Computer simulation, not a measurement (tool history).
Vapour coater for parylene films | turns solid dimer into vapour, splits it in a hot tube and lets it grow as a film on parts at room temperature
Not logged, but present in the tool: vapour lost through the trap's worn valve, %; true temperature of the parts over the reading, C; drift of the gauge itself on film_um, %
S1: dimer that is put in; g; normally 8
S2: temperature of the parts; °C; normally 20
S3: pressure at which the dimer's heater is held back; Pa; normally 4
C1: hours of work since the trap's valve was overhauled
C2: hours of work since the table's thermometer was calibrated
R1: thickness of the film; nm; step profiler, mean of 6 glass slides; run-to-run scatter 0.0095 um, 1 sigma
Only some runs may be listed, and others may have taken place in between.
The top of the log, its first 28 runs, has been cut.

{"run": 29, "day": 45.312, "S1": 8, "S2": 22, "S3": 4, "C1": 46, "C2": 484, "R1": 1628}
{"run": 30, "day": 47.262, "S1": 8, "S2": 22, "S3": 4, "C1": 75, "C2": 513, "R1": 1628}
{"run": 31, "day": 48.696, "S1": 8, "S2": 13, "S3": 4, "C1": 96, "C2": 534, "R1": 2379}
{"run": 32, "day": 49.858, "S1": 8, "S2": 13, "S3": 11.3, "C1": 113, "C2": 551, "R1": 2328}
{"run": 33, "day": 51.817, "S1": 8, "S2": 13, "S3": 11.3, "C1": 142, "C2": 580, "R1": 2339}
{"run": 34, "day": 53.238, "S1": 8, "S2": 13, "S3": 11.3, "C1": 163, "C2": 601, "R1": 2321}
{"run": 35, "day": 54.392, "S1": 8, "S2": 13, "S3": 11.3, "C1": 180, "C2": 618, "R1": 2339}
{"run": 36, "day": 55.771, "S1": 8, "S2": 17, "S3": 11.36, "C1": 200, "C2": 638, "R1": 1912}
{"run": 37, "day": 57.104, "S1": 8, "S2": 17, "S3": 7.9, "C1": 220, "C2": 658, "R1": 1968}
{"day": 58.071, "done": "trap's valve overhauled"}
{"run": 38, "day": 59.317, "S1": 8, "S2": 15, "S3": 5.39, "C1": 18, "C2": 688, "R1": 2215}
{"run": 39, "day": 60.817, "S1": 8, "S2": 15, "S3": 5.39, "C1": 41, "C2": 710, "R1": 2234}
{"run": 40, "day": 63.0, "S1": 6, "S2": 20, "S3": 9.35, "C1": 73, "C2": 742, "R1": 1279}
{"run": 41, "day": 64.225, "S1": 6, "S2": 20, "S3": 9.35, "C1": 91, "C2": 760, "R1": 1264}
{"run": 42, "day": 65.333, "S1": 6, "S2": 30, "S3": 3.8, "C1": 107, "C2": 777, "R1": 819}
{"run": 43, "day": 66.738, "S1": 6, "S2": 30, "S3": 3.8, "C1": 128, "C2": 797, "R1": 816}
{"run": 44, "day": 68.354, "S1": 6, "S2": 30, "S3": 3.8, "C1": 152, "C2": 821, "R1": 819}
{"run": 45, "day": 69.483, "S1": 8, "S2": 15, "S3": 7.57, "C1": 168, "C2": 838, "R1": 2183}
{"run": 46, "day": 70.967, "S1": 10, "S2": 15, "S3": 4.84, "C1": 190, "C2": 860, "R1": 2796}

5 options for the next run, each taken on its own from the tool as it stands now. Forecast them:
{"run": "A", "day": 72.442, "S1": 9, "S2": 16, "S3": 5.8, "C1": 212, "C2": 881, "R1": "?"}
{"run": "B", "day": 72.442, "S1": 8, "S2": 24, "S3": 2.7, "C1": 212, "C2": 881, "R1": "?"}
{"run": "C", "day": 72.442, "S1": 12, "S2": 17, "S3": 10.06, "C1": 212, "C2": 881, "R1": "?"}
{"run": "D", "day": 72.442, "S1": 4, "S2": 26, "S3": 11.64, "C1": 212, "C2": 881, "R1": "?"}
{"run": "E", "day": 72.442, "S1": 8, "S2": 20, "S3": 4, "C1": 212, "C2": 881, "R1": "?"}

run=A R1=2378
run=B R1=1497
run=C R1=2915
run=D R1=619
run=E R1=1766
The same runs, with their run-to-run variation unchanged, on a tool lacking any hidden condition would have given:
run=A R1=2377
run=B R1=1496
run=C R1=2914
run=D R1=619
run=E R1=1766
